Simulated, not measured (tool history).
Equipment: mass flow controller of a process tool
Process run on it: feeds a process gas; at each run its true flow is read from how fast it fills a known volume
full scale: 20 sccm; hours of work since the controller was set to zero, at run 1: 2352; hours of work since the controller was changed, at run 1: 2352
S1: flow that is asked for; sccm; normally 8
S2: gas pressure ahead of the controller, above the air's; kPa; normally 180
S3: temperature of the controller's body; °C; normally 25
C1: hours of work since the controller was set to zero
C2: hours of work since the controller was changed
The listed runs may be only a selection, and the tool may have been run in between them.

run 1 hour=0 | S1=8 S2=180 S3=25 | C1=2352 C2=2352 | true_flow_(%)=98.8
run 2 hour=160.8 | S1=8 S2=180 S3=25 | C1=2472 C2=2472 | true_flow_(%)=98.75
run 3 hour=330.9 | S1=8 S2=177 S3=25 | C1=2599 C2=2599 | true_flow_(%)=98.65
run 4 hour=411 | S1=8 S2=180 S3=25 | C1=2659 C2=2659 | true_flow_(%)=98.72
run 5 hour=512.7 | S1=8 S2=180 S3=25 | C1=2735 C2=2735 | true_flow_(%)=98.45
run 6 hour=635.3 | S1=15 S2=180 S3=25 | C1=2827 C2=2827 | true_flow_(%)=99.13
run 7 hour=763.4 | S1=15 S2=180 S3=25 | C1=2922 C2=2922 | true_flow_(%)=99.19
run 8 hour=911.9 | S1=8 S2=180 S3=21 | C1=3033 C2=3033 | true_flow_(%)=98.35
run 9 hour=1082.1 | S1=8 S2=180 S3=21 | C1=3161 C2=3161 | true_flow_(%)=98.3
run 10 hour=1207.3 | S1=8 S2=180 S3=25 | C1=3254 C2=3254 | true_flow_(%)=98.33
run 11 hour=1372.7 | S1=8 S2=180 S3=25 | C1=3378 C2=3378 | true_flow_(%)=98.32
run 12 hour=1508.4 | S1=8 S2=174 S3=25 | C1=3479 C2=3479 | true_flow_(%)=98.33
run 13 hour=1664.8 | S1=8 S2=174 S3=25 | C1=3596 C2=3596 | true_flow_(%)=98.19
run 14 hour=1807 | S1=8 S2=180 S3=25 | C1=3703 C2=3703 | true_flow_(%)=98.32
run 15 hour=1896.2 | S1=8 S2=180 S3=25 | C1=3769 C2=3769 | true_flow_(%)=98.25
run 16 hour=2011.5 | S1=8 S2=180 S3=25 | C1=3855 C2=3855 | true_flow_(%)=98.25
run 17 hour=2095.2 | S1=8 S2=180 S3=25 | C1=3918 C2=3918 | true_flow_(%)=98.31
run 18 hour=2254.9 | S1=8 S2=180 S3=36 | C1=4037 C2=4037 | true_flow_(%)=98.58
run 19 hour=2404.9 | S1=5 S2=180 S3=25 | C1=4150 C2=4150 | true_flow_(%)=97.97
run 20 hour=2488.1 | S1=5 S2=180 S3=25 | C1=4212 C2=4212 | true_flow_(%)=97.85
run 21 hour=2642.3 | S1=5 S2=180 S3=25 | C1=4327 C2=4327 | true_flow_(%)=97.67
run 22 hour=2759.5 | S1=9 S2=165 S3=30 | C1=4415 C2=4415 | true_flow_(%)=98.31
run 23 hour=2835.7 | S1=16 S2=228 S3=20 | C1=4472 C2=4472 | true_flow_(%)=98.63
run 24 hour=2908.2 | S1=8 S2=226 S3=23 | C1=4526 C2=4526 | true_flow_(%)=98.07
run 25 hour=3015.3 | S1=8 S2=226 S3=23 | C1=4606 C2=4606 | true_flow_(%)=97.93
run 26 hour=3084.1 | S1=8 S2=226 S3=23 | C1=4657 C2=4657 | true_flow_(%)=98.04
run 27 hour=3197.3 | S1=8 S2=180 S3=27 | C1=4742 C2=4742 | true_flow_(%)=97.98
run 28 hour=3368.2 | S1=3 S2=257 S3=34 | C1=4870 C2=4870 | true_flow_(%)=97.92
run 29 hour=3498.4 | S1=3 S2=257 S3=34 | C1=4967 C2=4967 | true_flow_(%)=98.01
run 30 hour=3600.9 | S1=3 S2=257 S3=34 | C1=5044 C2=5044 | true_flow_(%)=98.05
run 31 hour=3762.1 | S1=5 S2=187 S3=20 | C1=5164 C2=5164 | true_flow_(%)=97.23
run 32 hour=3904 | S1=18 S2=224 S3=31 | C1=5270 C2=5270 | true_flow_(%)=99
run 33 hour=4014.9 | S1=18 S2=224 S3=31 | C1=5353 C2=5353 | true_flow_(%)=99.12
run 34 hour=4149.7 | S1=16 S2=224 S3=21 | C1=5454 C2=5454 | true_flow_(%)=98.37
-- hour=4223.4 gauge calibrated
run 35 hour=4315.7 | S1=3 S2=172 S3=27 | C1=5578 C2=5578 | true_flow_(%)=98.22
run 36 hour=4482.2 | S1=3 S2=180 S3=30 | C1=5702 C2=5702 | true_flow_(%)=98.34
run 37 hour=4620 | S1=12 S2=247 S3=24 | C1=5805 C2=5805 | true_flow_(%)=99.37
run 38 hour=4779.6 | S1=12 S2=247 S3=24 | C1=5925 C2=5925 | true_flow_(%)=99.2
run 39 hour=4856.3 | S1=19 S2=197 S3=25 | C1=5982 C2=5982 | true_flow_(%)=99.7

What differs in the tool's unlogged condition from the final listed run ahead of each entry between runs to the first listed run following it?
Between runs 34 and 35: gauge calibrated (hour 4223.4)
  drift of the gauge itself on true_pct, %: -1.14 -> -0.03
  measured less the result without the state, true flow (%): -1.15 -> -0.06

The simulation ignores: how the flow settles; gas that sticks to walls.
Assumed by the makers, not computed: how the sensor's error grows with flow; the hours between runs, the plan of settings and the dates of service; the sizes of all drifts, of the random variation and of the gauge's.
